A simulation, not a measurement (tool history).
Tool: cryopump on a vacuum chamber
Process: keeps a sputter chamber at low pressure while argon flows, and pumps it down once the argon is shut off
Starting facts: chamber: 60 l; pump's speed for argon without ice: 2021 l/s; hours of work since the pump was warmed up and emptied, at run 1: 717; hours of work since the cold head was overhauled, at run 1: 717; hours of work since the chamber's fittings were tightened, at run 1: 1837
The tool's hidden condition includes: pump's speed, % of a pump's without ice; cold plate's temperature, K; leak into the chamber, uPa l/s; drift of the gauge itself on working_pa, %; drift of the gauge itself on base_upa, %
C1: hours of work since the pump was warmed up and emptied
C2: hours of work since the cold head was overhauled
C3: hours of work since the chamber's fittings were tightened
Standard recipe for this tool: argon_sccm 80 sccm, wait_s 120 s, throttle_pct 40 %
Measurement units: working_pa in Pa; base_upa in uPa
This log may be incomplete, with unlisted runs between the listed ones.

Run 1, day 0: usual settings; C1 717; C2 717; C3 1837. Result: working_pa 0.1733 Pa, base_upa 0.83 uPa.
Run 2, day 0.854: usual settings but throttle_pct 44 %; C1 734; C2 734; C3 1854. Result: working_pa 0.1591 Pa, base_upa 0.84 uPa.
Run 3, day 1.446: usual settings but wait_s 73 s; C1 745; C2 745; C3 1865. Result: working_pa 0.1722 Pa, base_upa 1.12 uPa.
Run 4, day 2.508: usual settings but wait_s 73 s; C1 766; C2 766; C3 1886. Result: working_pa 0.1744 Pa, base_upa 1.07 uPa.
Run 5, day 3.367: usual settings but wait_s 73 s; C1 782; C2 782; C3 1903. Result: working_pa 0.1739 Pa, base_upa 1.15 uPa.
Run 6, day 4.2: usual settings but wait_s 27 s; C1 799; C2 799; C3 1919. Result: working_pa 0.175 Pa, base_upa 2.24 uPa.
Run 7, day 5.129: usual settings but wait_s 175 s; C1 817; C2 817; C3 1937. Result: working_pa 0.175 Pa, base_upa 0.71 uPa.
Run 8, day 6.158: usual settings but argon_sccm 98 sccm, wait_s 133 s; C1 836; C2 836; C3 1957. Result: working_pa 0.2149 Pa, base_upa 0.84 uPa.
Run 9, day 7.175: usual settings but argon_sccm 98 sccm, wait_s 133 s; C1 856; C2 856; C3 1976. Result: working_pa 0.2142 Pa, base_upa 0.8 uPa.
Run 10, day 7.812: usual settings but argon_sccm 68 sccm, throttle_pct 48 %; C1 869; C2 869; C3 1989. Result: working_pa 0.1246 Pa, base_upa 0.85 uPa.
Run 11, day 8.258: usual settings but throttle_pct 30 %; C1 877; C2 877; C3 1997. Result: working_pa 0.2329 Pa, base_upa 0.86 uPa.
Run 12, day 9.15: usual settings but argon_sccm 85 sccm, throttle_pct 25 %; C1 894; C2 894; C3 2015. Result: working_pa 0.2946 Pa, base_upa 0.88 uPa.

Per-run results on a tool with no hidden state, each run keeping its own random variation:
run  working_pa  base_upa
  1      0.1667      0.57
  2      0.1524      0.57
  3      0.1654      0.86
  4      0.1673      0.81
  5      0.1667      0.87
  6      0.1676      1.97
  7      0.1674      0.43
  8      0.2053      0.55
  9      0.2044      0.52
 10      0.1177      0.56
 11      0.2246      0.57
 12      0.2856      0.59

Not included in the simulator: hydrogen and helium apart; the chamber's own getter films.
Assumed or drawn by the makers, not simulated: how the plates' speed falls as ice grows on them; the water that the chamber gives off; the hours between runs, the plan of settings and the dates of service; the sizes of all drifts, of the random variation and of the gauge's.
